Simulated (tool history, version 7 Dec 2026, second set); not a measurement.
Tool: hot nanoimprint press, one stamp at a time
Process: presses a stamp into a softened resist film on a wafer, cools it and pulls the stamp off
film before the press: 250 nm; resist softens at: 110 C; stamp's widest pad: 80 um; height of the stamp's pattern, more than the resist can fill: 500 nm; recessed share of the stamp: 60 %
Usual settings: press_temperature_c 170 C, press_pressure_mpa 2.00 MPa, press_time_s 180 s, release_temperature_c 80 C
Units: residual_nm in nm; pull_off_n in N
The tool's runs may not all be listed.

| run | hour | press_temperature_c | press_pressure_mpa | press_time_s | release_temperature_c | residual_nm | pull_off_n |
|---|---|---|---|---|---|---|---|
| 1 | 0.0 | 170 | 2.00 | 180 | 80 | 154.5 | 133 |
| 2 | 8.0 | 170 | 2.00 | 180 | 80 | 156.3 | 131 |
| 3 | 13.3 | 170 | 2.00 | 180 | 80 | 153.5 | 133 |
| 4 | 22.5 | 170 | 2.00 | 180 | 80 | 152.9 | 135 |
| 5 | 27.6 | 170 | 2.00 | 180 | 80 | 156.0 | 133 |
| 6 | 36.1 | 170 | 2.00 | 180 | 80 | 154.1 | 131 |
| 7 | 41.8 | 170 | 2.00 | 180 | 71 | 154.6 | 143 |
| 8 | 46.6 | 170 | 2.00 | 180 | 80 | 155.9 | 139 |
| 9 | 54.6 | 170 | 3.05 | 180 | 80 | 133.6 | 138 |
| 10 | 62.5 | 167 | 2.00 | 180 | 80 | 178.4 | 135 |
| 11 | 67.7 | 172 | 2.00 | 134 | 80 | 152.7 | 134 |
| 12 | 76.7 | 171 | 2.00 | 117 | 80 | 167.8 | 135 |
| 13 | 84.2 | 173 | 2.88 | 108 | 83 | 136.9 | 132 |
| 14 | 89.1 | 175 | 2.88 | 108 | 83 | 122.7 | 133 |

The next listed run, before its measurement:
| 15 | 95.1 | 175 | 2.88 | 108 | 83 | ? | ? |

residual_nm: 123.5 nm
pull_off_n: 133 N
Without the tool's hidden state the same run would have given residual_nm 118.4 nm, pull_off_n 126 N.

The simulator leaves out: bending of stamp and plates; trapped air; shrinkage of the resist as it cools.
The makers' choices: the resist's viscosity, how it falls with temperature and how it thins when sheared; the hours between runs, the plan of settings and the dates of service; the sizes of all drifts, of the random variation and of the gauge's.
